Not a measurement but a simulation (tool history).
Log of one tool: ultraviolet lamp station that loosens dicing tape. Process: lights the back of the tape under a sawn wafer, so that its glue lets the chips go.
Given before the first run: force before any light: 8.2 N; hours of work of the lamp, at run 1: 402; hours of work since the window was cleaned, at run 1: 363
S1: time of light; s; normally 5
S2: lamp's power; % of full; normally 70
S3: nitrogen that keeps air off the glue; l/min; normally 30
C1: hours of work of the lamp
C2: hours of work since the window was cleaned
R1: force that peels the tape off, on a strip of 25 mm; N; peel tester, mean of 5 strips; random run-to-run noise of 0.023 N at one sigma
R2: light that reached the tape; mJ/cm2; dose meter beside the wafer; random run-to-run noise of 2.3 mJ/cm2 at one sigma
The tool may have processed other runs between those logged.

Run 1, day 0.000: usual settings; C1 402; C2 363. Result: R1 1.816 N, R2 179 mJ/cm2.
Run 2, day 1.567: usual settings; C1 419; C2 380. Result: R1 1.816 N, R2 179 mJ/cm2.
Run 3, day 2.367: usual settings; C1 428; C2 389. Result: R1 1.887 N, R2 176 mJ/cm2.
Run 4, day 3.942: usual settings; C1 445; C2 406. Result: R1 1.951 N, R2 174 mJ/cm2.
Run 5, day 5.721: usual settings; C1 465; C2 426. Result: R1 1.942 N, R2 173 mJ/cm2.
Run 6, day 7.096: usual settings; C1 480; C2 441. Result: R1 2.007 N, R2 171 mJ/cm2.
Run 7, day 9.004: usual settings but S3 10 l/min; C1 501; C2 462. Result: R1 2.941 N, R2 164 mJ/cm2.
At day 9.546: window cleaned of glue's vapour.
Run 8, day 10.483: usual settings but S3 10 l/min; C1 517; C2 10. Result: R1 2.652 N, R2 178 mJ/cm2.
Run 9, day 12.246: usual settings but S3 10 l/min; C1 537; C2 30. Result: R1 2.839 N, R2 175 mJ/cm2.
Run 10, day 13.312: usual settings but S3 10 l/min; C1 548; C2 41. Result: R1 2.709 N, R2 171 mJ/cm2.
Run 11, day 15.062: usual settings but S3 10 l/min; C1 568; C2 61. Result: R1 2.801 N, R2 173 mJ/cm2.
Run 12, day 16.762: usual settings but S3 10 l/min; C1 586; C2 79. Result: R1 2.891 N, R2 172 mJ/cm2.
Run 13, day 17.917: usual settings but S3 10 l/min; C1 599; C2 92. Result: R1 2.913 N, R2 166 mJ/cm2.
Run 14, day 19.433: usual settings but S3 10 l/min; C1 616; C2 109. Result: R1 2.926 N, R2 159 mJ/cm2.
Run 15, day 21.400: usual settings but S2 71 % of full, S3 10 l/min; C1 637; C2 130. Result: R1 2.898 N, R2 165 mJ/cm2.
Run 16, day 23.108: usual settings but S2 71 % of full, S3 10 l/min; C1 656; C2 149. Result: R1 3.096 N, R2 164 mJ/cm2.
Run 17, day 24.546: usual settings but S2 71 % of full, S3 40 l/min; C1 672; C2 165. Result: R1 1.999 N, R2 158 mJ/cm2.
Run 18, day 25.833: usual settings but S2 71 % of full, S3 40 l/min; C1 686; C2 179. Result: R1 1.964 N, R2 158 mJ/cm2.
Run 19, day 27.546: usual settings but S2 71 % of full, S3 40 l/min; C1 705; C2 198. Result: R1 2.152 N, R2 157 mJ/cm2.
Run 20, day 28.704: usual settings but S2 78 % of full, S3 40 l/min; C1 718; C2 211. Result: R1 1.856 N, R2 169 mJ/cm2.
Run 21, day 29.975: usual settings but S3 42 l/min; C1 732; C2 225. Result: R1 2.205 N, R2 151 mJ/cm2.
Run 22, day 30.783: usual settings but S3 42 l/min; C1 741; C2 234. Result: R1 2.200 N, R2 146 mJ/cm2.
Run 23, day 32.396: usual settings but S3 42 l/min; C1 758; C2 251. Result: R1 2.199 N, R2 145 mJ/cm2.
Run 24, day 33.438: usual settings but S1 6 s, S2 90 % of full; C1 770; C2 263. Result: R1 1.310 N, R2 227 mJ/cm2.
Run 25, day 34.571: usual settings but S1 4 s, S2 90 % of full; C1 782; C2 275. Result: R1 2.444 N, R2 146 mJ/cm2.
Run 26, day 35.400: usual settings but S1 4 s, S2 90 % of full; C1 791; C2 284. Result: R1 2.411 N, R2 148 mJ/cm2.
Run 27, day 37.188: usual settings but S1 4 s, S2 90 % of full; C1 811; C2 304. Result: R1 2.521 N, R2 144 mJ/cm2.
Run 28, day 38.854: usual settings but S1 10 s, S2 86 % of full, S3 9 l/min; C1 829; C2 322. Result: R1 1.099 N, R2 340 mJ/cm2.
Run 29, day 40.621: usual settings but S1 4 s, S2 69 % of full, S3 56 l/min; C1 849; C2 342. Result: R1 3.043 N, R2 107 mJ/cm2.
Run 30, day 41.667: usual settings but S1 2 s, S2 63 % of full, S3 10 l/min; C1 860; C2 353. Result: R1 6.131 N, R2 49 mJ/cm2.
Run 31, day 43.279: usual settings but S2 97 % of full; C1 878; C2 371. Result: R1 1.744 N, R2 182 mJ/cm2.
Run 32, day 44.788: usual settings but S1 8 s, S2 67 % of full; C1 895; C2 388. Result: R1 1.595 N, R2 197 mJ/cm2.
Run 33, day 46.517: usual settings but S2 93 % of full, S3 40 l/min; C1 914; C2 407. Result: R1 1.809 N, R2 166 mJ/cm2.
At day 46.654: lamp changed.
Run 34, day 47.675: usual settings but S1 6 s, S2 78 % of full; C1 11; C2 419. Result: R1 0.730 N, R2 295 mJ/cm2.
Run 35, day 49.400: usual settings but S1 10 s, S3 33 l/min; C1 30; C2 438. Result: R1 0.290 N, R2 439 mJ/cm2.
Run 36, day 51.096: usual settings but S1 10 s, S3 44 l/min; C1 49; C2 457. Result: R1 0.247 N, R2 435 mJ/cm2.
At day 52.217: window cleaned of glue's vapour.
Run 37, day 53.021: usual settings but S1 8 s, S3 16 l/min; C1 70; C2 9. Result: R1 0.674 N, R2 375 mJ/cm2.
Run 38, day 54.183: usual settings but S2 83 % of full, S3 29 l/min; C1 83; C2 22. Result: R1 0.894 N, R2 273 mJ/cm2.
Run 39, day 55.875: usual settings but S1 3 s, S2 83 % of full, S3 44 l/min; C1 101; C2 40. Result: R1 1.857 N, R2 161 mJ/cm2.
Run 40, day 57.204: usual settings but S1 8 s, S2 91 % of full; C1 116; C2 55. Result: R1 0.236 N, R2 463 mJ/cm2.
Run 41, day 58.971: usual settings but S1 3 s, S3 23 l/min; C1 135; C2 74. Result: R1 2.891 N, R2 132 mJ/cm2.
Run 42, day 60.104: usual settings but S1 7 s, S2 98 % of full, S3 38 l/min; C1 148; C2 87. Result: R1 0.261 N, R2 435 mJ/cm2.
Run 43, day 61.912: usual settings but S1 7 s, S2 98 % of full, S3 38 l/min; C1 168; C2 107. Result: R1 0.299 N, R2 424 mJ/cm2.

How would selected steps in R1 from run to run divide? Give the signed amount a tool lacking its hidden state would still show from settings, what came in and random variation, and the signed amount left for the hidden state, including any gauge scatter that is not in both of the compared results.
The tool's hidden condition here consists of: lamp's light, % of a new lamp's; light that the window lets through, % of a clean one's; drift of the gauge itself on peel_n, %; drift of the gauge itself on dose_mj_cm2, %.
Run 27 -> 28: S1 4 -> 10, S2 90 -> 86, S3 30 -> 9. R1 -1.422 N: hidden state -0.653, all else -0.769.
Run 28 -> 29: S1 10 -> 4, S2 86 -> 69, S3 9 -> 56. R1 +1.944 N: hidden state +0.860, all else +1.084.
Run 29 -> 30: S1 4 -> 2, S2 69 -> 63, S3 56 -> 10. R1 +3.088 N: hidden state -0.306, all else +3.394.
Run 30 -> 31: S1 2 -> 5, S2 63 -> 97, S3 10 -> 30. R1 -4.387 N: hidden state -0.135, all else -4.252.
Run 33 -> 34: S1 5 -> 6, S2 93 -> 78, S3 40 -> 30, lamp changed. R1 -1.079 N: hidden state -1.151, all else +0.072.
Run 40 -> 41: S1 8 -> 3, S2 91 -> 70, S3 30 -> 23. R1 +2.655 N: hidden state +0.241, all else +2.414.
